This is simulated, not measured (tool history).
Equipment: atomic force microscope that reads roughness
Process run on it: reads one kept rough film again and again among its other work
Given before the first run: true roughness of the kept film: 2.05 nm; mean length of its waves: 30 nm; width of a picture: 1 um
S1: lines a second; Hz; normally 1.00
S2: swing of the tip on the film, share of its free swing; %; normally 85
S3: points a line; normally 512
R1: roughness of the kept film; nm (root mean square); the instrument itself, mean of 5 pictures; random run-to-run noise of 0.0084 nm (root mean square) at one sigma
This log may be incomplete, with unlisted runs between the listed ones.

run	hour	S1	S2	S3	R1
1	0.0	1.00	85	512	1.584
2	7.9	3.73	85	512	1.394
# hour 10.7: new tip fitted
3	15.5	3.73	85	512	1.650
4	22.8	1.00	85	345	1.818
5	28.5	1.00	85	345	1.799
6	36.6	1.00	85	345	1.786
7	45.2	1.00	85	345	1.783
8	50.3	0.78	85	512	1.800
9	56.1	1.00	85	512	1.781
10	62.9	1.00	85	512	1.772
11	73.7	1.00	88	512	1.733
12	78.6	1.00	85	512	1.732
13	84.5	1.00	85	512	1.746
14	91.3	1.00	85	512	1.723
15	96.2	1.00	85	512	1.707
16	102.5	1.00	85	512	1.694
17	110.6	1.00	85	512	1.686
18	119.4	1.00	85	512	1.657
19	126.2	1.00	85	512	1.662
20	130.7	1.00	85	512	1.665
21	138.9	1.00	85	505	1.645
22	145.1	3.77	71	505	1.581
23	150.8	3.77	71	505	1.578
24	160.0	3.77	71	528	1.560
25	167.7	0.65	71	400	1.651
26	176.1	0.65	71	400	1.643
27	180.5	1.01	87	407	1.578
28	185.8	1.00	85	569	1.586
29	194.6	0.70	85	512	1.584
30	203.9	2.69	85	338	1.463
# hour 210.3: new tip fitted
31	212.2	0.78	85	565	1.856
32	220.8	0.78	85	565	1.855
33	230.4	2.68	60	446	1.839
34	236.9	1.00	81	640	1.816
35	243.7	0.57	81	742	1.836
36	252.2	3.96	62	512	1.764
37	258.8	3.96	62	512	1.749
38	265.2	3.96	62	512	1.742

Here are 3 independent what-if runs from the current tool condition. What would each one return?
A	273.6	3.96	62	290	?
B	273.6	3.96	72	513	?
C	273.6	1.58	77	512	?

run	R1
A	1.706
B	1.665
C	1.733
Without the tool's unlogged condition, the same runs would have read:
run	R1
A	1.803
B	1.759
C	1.831
